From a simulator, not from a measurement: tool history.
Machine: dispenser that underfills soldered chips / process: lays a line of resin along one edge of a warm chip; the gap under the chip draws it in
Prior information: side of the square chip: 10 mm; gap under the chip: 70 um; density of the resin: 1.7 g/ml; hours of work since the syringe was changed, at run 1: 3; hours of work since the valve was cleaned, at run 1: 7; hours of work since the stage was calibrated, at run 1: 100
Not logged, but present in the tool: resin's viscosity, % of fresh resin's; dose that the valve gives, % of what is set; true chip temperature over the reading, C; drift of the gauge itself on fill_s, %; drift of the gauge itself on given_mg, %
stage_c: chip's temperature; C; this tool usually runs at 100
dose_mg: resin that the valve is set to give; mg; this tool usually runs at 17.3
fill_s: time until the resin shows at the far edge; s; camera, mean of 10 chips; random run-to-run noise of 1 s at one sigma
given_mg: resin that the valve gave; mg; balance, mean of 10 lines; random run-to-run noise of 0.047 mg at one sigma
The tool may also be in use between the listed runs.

run	hour	stage_c	dose_mg	hours of work since the syringe was changed	hours of work since the valve was cleaned	hours of work since the stage was calibrated	fill_s	given_mg
1	0	100	17.3	3	7	100	120.9	17.22
2	2.4	100	20	4	9	102	130.6	19.87
3	5.8	100	20	7	11	104	149.6	19.8
# hour 10: new syringe of resin
4	10.5	100	20	0	14	107	103.8	19.84
5	15.9	106	17.3	4	18	110	102.5	17.09
6	20.5	107	17.3	7	21	113	119.3	17.15
7	23.2	107	17.3	9	22	115	130.7	17.09
# hour 24.2: new syringe of resin
8	26.3	107	17.3	1	24	117	83.7	17
9	30.3	107	17.3	4	27	120	99.5	17.02
10	34.6	100	17.3	7	30	123	153.9	16.99
# hour 38.3: new syringe of resin
11	40.6	100	17.3	2	34	126	114.6	16.93
12	46	100	17.1	5	37	130	144.7	16.74
13	49.5	100	17.3	7	39	132	161.1	16.85
# hour 52.3: new syringe of resin
14	55.3	100	17.3	2	43	136	114	16.9
15	58.1	100	17.3	4	45	138	126.8	16.96
16	61.3	100	17.3	6	47	140	144	16.85
17	65.8	100	18.1	9	50	143	174	17.68
# hour 66.4: new syringe of resin
18	71	100	18.1	3	53	146	122.3	17.66
19	76.1	100	15.7	6	57	149	157.1	15.23
20	79.9	97	20.9	9	59	152	195.2	20.31
# hour 80.6: new syringe of resin
21	83.1	94	21.4	2	61	154	141.8	20.72
22	88.2	88	20.3	5	64	157	232.1	19.62
23	91.7	98	22.4	7	67	160	169.5	21.6
# hour 94.9: new syringe of resin
24	96.4	98	22.4	1	70	162	120.7	21.57
25	100.5	93	17.5	4	72	165	179.3	16.9
26	103.4	86	17.4	6	74	167	271	16.72
27	107.2	109	17.4	8	77	170	123.7	16.71
# hour 108.8: new syringe of resin
28	111.4	99	18.6	2	79	172	118.9	17.75
29	115.6	87	16.5	5	82	175	238	15.87
30	118.1	97	22.1	6	84	177	168	21.07
31	120.4	97	22.1	8	85	178	184.8	21.15
# hour 123.1: new syringe of resin
32	125.1	97	22.1	1	88	181	124.1	21.09
33	130.5	92	15.1	5	92	185	204	14.35
# hour 133.9: dispensing valve cleaned and set on the balance
34	136.7	111	15.1	8	2	188	115.7	15.05
# hour 138.1: new syringe of resin
35	140.3	111	15.1	1	4	190	80.1	15.06

Entry by entry between the runs, the difference in hidden state between the last listed run before and the first listed run after:
In the gap between runs 3 and 4: new syringe of resin (hour 10)
  resin's viscosity, % of fresh resin's: 148.7 -> 102.2; dose that the valve gives, % of what is set: 99.21 -> 99.06; true chip temperature over the reading, C: -0.83 -> -0.85
  difference, measured minus the result without the unlogged condition, fill_s: +52.2 -> +5.7 s; given_mg: -0.16 -> -0.19 mg
In the gap between runs 7 and 8: new syringe of resin (hour 24.2)
  resin's viscosity, % of fresh resin's: 168 -> 106.6; dose that the valve gives, % of what is set: 98.66 -> 98.57; true chip temperature over the reading, C: -0.91 -> -0.93
  difference, measured minus the result without the unlogged condition, fill_s: +55.9 -> +8.2 s; given_mg: -0.23 -> -0.24 mg
In the gap between runs 10 and 11: new syringe of resin (hour 38.3)
  resin's viscosity, % of fresh resin's: 148 -> 109.5; dose that the valve gives, % of what is set: 98.3 -> 98.13; true chip temperature over the reading, C: -0.97 -> -1
  difference, measured minus the result without the unlogged condition, fill_s: +54.2 -> +14.4 s; given_mg: -0.3 -> -0.32 mg
In the gap between runs 13 and 14: new syringe of resin (hour 52.3)
  resin's viscosity, % of fresh resin's: 155.4 -> 110.5; dose that the valve gives, % of what is set: 97.82 -> 97.65; true chip temperature over the reading, C: -1.04 -> -1.07
  difference, measured minus the result without the unlogged condition, fill_s: +62.3 -> +15.6 s; given_mg: -0.38 -> -0.41 mg
In the gap between runs 17 and 18: new syringe of resin (hour 66.4)
  resin's viscosity, % of fresh resin's: 167.2 -> 118.1; dose that the valve gives, % of what is set: 97.3 -> 97.14; true chip temperature over the reading, C: -1.12 -> -1.15
  difference, measured minus the result without the unlogged condition, fill_s: +74.9 -> +23.7 s; given_mg: -0.49 -> -0.52 mg
In the gap between runs 20 and 21: new syringe of resin (hour 80.6)
  resin's viscosity, % of fresh resin's: 166.9 -> 110.2; dose that the valve gives, % of what is set: 96.84 -> 96.74; true chip temperature over the reading, C: -1.19 -> -1.21
  difference, measured minus the result without the unlogged condition, fill_s: +84 -> +19.8 s; given_mg: -0.66 -> -0.7 mg
In the gap between runs 23 and 24: new syringe of resin (hour 94.9)
  resin's viscosity, % of fresh resin's: 154.6 -> 109.1; dose that the valve gives, % of what is set: 96.46 -> 96.31; true chip temperature over the reading, C: -1.25 -> -1.27
  difference, measured minus the result without the unlogged condition, fill_s: +65.6 -> +15.8 s; given_mg: -0.79 -> -0.82 mg
In the gap between runs 27 and 28: new syringe of resin (hour 108.8)
  resin's viscosity, % of fresh resin's: 166.9 -> 110.7; dose that the valve gives, % of what is set: 95.95 -> 95.83; true chip temperature over the reading, C: -1.33 -> -1.35
  difference, measured minus the result without the unlogged condition, fill_s: +53.8 -> +17.9 s; given_mg: -0.7 -> -0.77 mg
In the gap between runs 31 and 32: new syringe of resin (hour 123.1)
  resin's viscosity, % of fresh resin's: 157.7 -> 107.5; dose that the valve gives, % of what is set: 95.55 -> 95.42; true chip temperature over the reading, C: -1.39 -> -1.41
  difference, measured minus the result without the unlogged condition, fill_s: +74.3 -> +15.5 s; given_mg: -0.98 -> -1.01 mg
In the gap between runs 33 and 34: dispensing valve cleaned and set on the balance (hour 133.9)
  resin's viscosity, % of fresh resin's: 133 -> 163; dose that the valve gives, % of what is set: 95.22 -> 100.05; true chip temperature over the reading, C: -1.44 -> -1.46
  difference, measured minus the result without the unlogged condition, fill_s: +62.2 -> +48.6 s; given_mg: -0.72 -> +0 mg
In the gap between runs 34 and 35: new syringe of resin (hour 138.1)
  resin's viscosity, % of fresh resin's: 163 -> 112.4; dose that the valve gives, % of what is set: 100.05 -> 99.93; true chip temperature over the reading, C: -1.46 -> -1.48
  difference, measured minus the result without the unlogged condition, fill_s: +48.6 -> +12.8 s; given_mg: +0 -> -0.01 mg

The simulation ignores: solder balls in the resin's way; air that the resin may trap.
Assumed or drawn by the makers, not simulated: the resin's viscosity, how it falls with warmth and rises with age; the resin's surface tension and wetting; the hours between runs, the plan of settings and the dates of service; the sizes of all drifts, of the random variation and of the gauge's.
